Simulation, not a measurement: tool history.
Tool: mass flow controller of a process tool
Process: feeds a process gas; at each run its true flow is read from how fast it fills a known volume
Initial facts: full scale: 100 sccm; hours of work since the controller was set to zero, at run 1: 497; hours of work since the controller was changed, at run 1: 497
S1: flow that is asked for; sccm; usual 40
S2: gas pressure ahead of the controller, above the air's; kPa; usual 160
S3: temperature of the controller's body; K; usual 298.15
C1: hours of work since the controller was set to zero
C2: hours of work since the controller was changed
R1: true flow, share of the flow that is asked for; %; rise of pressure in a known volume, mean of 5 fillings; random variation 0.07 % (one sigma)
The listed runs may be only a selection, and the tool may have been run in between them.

Run 1, hour 0: usual settings; C1 497; C2 497. Result: R1 99.08 %.
Run 2, hour 141.4: usual settings; C1 541; C2 541. Result: R1 99.15 %.
Run 3, hour 228.8: usual settings; C1 569; C2 569. Result: R1 99.07 %.
Run 4, hour 419.1: usual settings; C1 628; C2 628. Result: R1 98.99 %.
Run 5, hour 613: usual settings; C1 688; C2 688. Result: R1 99.13 %.
Run 6, hour 750.8: usual settings; C1 731; C2 731. Result: R1 99.02 %.
Run 7, hour 902.7: usual settings but S3 301.15 K; C1 778; C2 778. Result: R1 99.06 %.
Run 8, hour 1058.3: usual settings but S1 41 sccm; C1 826; C2 826. Result: R1 99.22 %.
Run 9, hour 1226: usual settings but S1 41 sccm; C1 878; C2 878. Result: R1 99.16 %.
Run 10, hour 1325.1: usual settings; C1 909; C2 909. Result: R1 99.17 %.
Run 11, hour 1522.8: usual settings; C1 971; C2 971. Result: R1 99.08 %.
Run 12, hour 1672: usual settings; C1 1017; C2 1017. Result: R1 99.1 %.
Run 13, hour 1765.5: usual settings but S3 307.15 K; C1 1046; C2 1046. Result: R1 98.74 %.
Run 14, hour 1937.2: usual settings but S1 32 sccm, S2 269 kPa; C1 1100; C2 1100. Result: R1 99.21 %.

Run 15 comes next. What will it give?
Run 15, hour 2034.8: usual settings but S1 32 sccm, S2 269 kPa; C1 1130; C2 1130. Result: R1 ?.

Run 15 gave R1 99.28 %.
Take away the tool's hidden state, keep the run-to-run variation as it was, and the same run would have given R1 99.41 %.

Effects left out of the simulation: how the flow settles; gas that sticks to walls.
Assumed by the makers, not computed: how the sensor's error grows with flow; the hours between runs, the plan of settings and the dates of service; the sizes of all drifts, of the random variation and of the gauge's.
